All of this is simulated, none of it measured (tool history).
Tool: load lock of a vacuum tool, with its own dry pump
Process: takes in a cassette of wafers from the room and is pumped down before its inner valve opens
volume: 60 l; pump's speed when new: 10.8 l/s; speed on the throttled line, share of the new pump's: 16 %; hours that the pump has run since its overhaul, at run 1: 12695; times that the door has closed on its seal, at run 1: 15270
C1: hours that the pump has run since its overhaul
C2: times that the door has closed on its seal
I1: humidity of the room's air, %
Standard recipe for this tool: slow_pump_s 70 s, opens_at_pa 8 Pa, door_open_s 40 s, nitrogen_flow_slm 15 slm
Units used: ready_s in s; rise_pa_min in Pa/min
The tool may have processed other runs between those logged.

Run 1, hour 0.0: usual settings; C1 12695; C2 15270; I1 48.3. Result: ready_s 110.5 s, rise_pa_min 0.019 Pa/min.
Run 2, hour 195.0: usual settings but opens_at_pa 15 Pa; C1 12890; C2 16092; I1 46.8. Result: ready_s 107.2 s, rise_pa_min 0.017 Pa/min.
Run 3, hour 416.0: usual settings; C1 13111; C2 17024; I1 43.8. Result: ready_s 111.6 s, rise_pa_min 0.022 Pa/min.
Run 4, hour 615.6: usual settings; C1 13311; C2 17866; I1 43.3. Result: ready_s 112.3 s, rise_pa_min 0.018 Pa/min.
Run 5, hour 883.1: usual settings; C1 13578; C2 18993; I1 43.2. Result: ready_s 112.7 s, rise_pa_min 0.023 Pa/min.
Run 6, hour 1110.6: usual settings; C1 13806; C2 19953; I1 42.5. Result: ready_s 111.6 s, rise_pa_min 0.018 Pa/min.
Run 7, hour 1322.9: usual settings; C1 14018; C2 20848; I1 45.8. Result: ready_s 112.8 s, rise_pa_min 0.014 Pa/min.
Run 8, hour 1570.0: usual settings but slow_pump_s 88 s, opens_at_pa 14 Pa; C1 14265; C2 21890; I1 46.5. Result: ready_s 122.4 s, rise_pa_min 0.020 Pa/min.
Run 9, hour 1865.7: usual settings but door_open_s 168 s, nitrogen_flow_slm 8 slm; C1 14561; C2 23136; I1 45.0. Result: ready_s 111.9 s, rise_pa_min 0.037 Pa/min.
Run 10, hour 2080.4: usual settings but slow_pump_s 45 s, opens_at_pa 7 Pa, nitrogen_flow_slm 43 slm; C1 14775; C2 24042; I1 49.5. Result: ready_s 90.6 s, rise_pa_min 0.012 Pa/min.
Run 11, hour 2311.7: usual settings but slow_pump_s 113 s, nitrogen_flow_slm 43 slm; C1 15007; C2 25017; I1 41.3. Result: ready_s 148.0 s, rise_pa_min 0.009 Pa/min.
Run 12, hour 2533.2: usual settings but slow_pump_s 59 s, door_open_s 25 s, nitrogen_flow_slm 31 slm; C1 15228; C2 25951; I1 49.4. Result: ready_s 102.7 s, rise_pa_min 0.014 Pa/min.

3 options for the next run, each taken on its own from the tool as it stands now. Forecast them:
Run A, hour 2876.3: usual settings but slow_pump_s 89 s, door_open_s 38 s, nitrogen_flow_slm 5 slm; C1 15571; C2 27397; I1 44.2. Result: ready_s ?, rise_pa_min ?.
Run B, hour 2876.3: usual settings but slow_pump_s 61 s, door_open_s 25 s, nitrogen_flow_slm 31 slm; C1 15571; C2 27397; I1 40.8. Result: ready_s ?, rise_pa_min ?.
Run C, hour 2876.3: usual settings but slow_pump_s 95 s, door_open_s 111 s, nitrogen_flow_slm 14 slm; C1 15571; C2 27397; I1 44.0. Result: ready_s ?, rise_pa_min ?.

run  ready_s  rise_pa_min
  A    127.0        0.025
  B    103.9        0.012
  C    132.4        0.028
The same runs, with their run-to-run variation unchanged, on a tool lacking any hidden condition would have given:
run  ready_s  rise_pa_min
  A    127.0        0.024
  B    103.9        0.012
  C    132.4        0.027
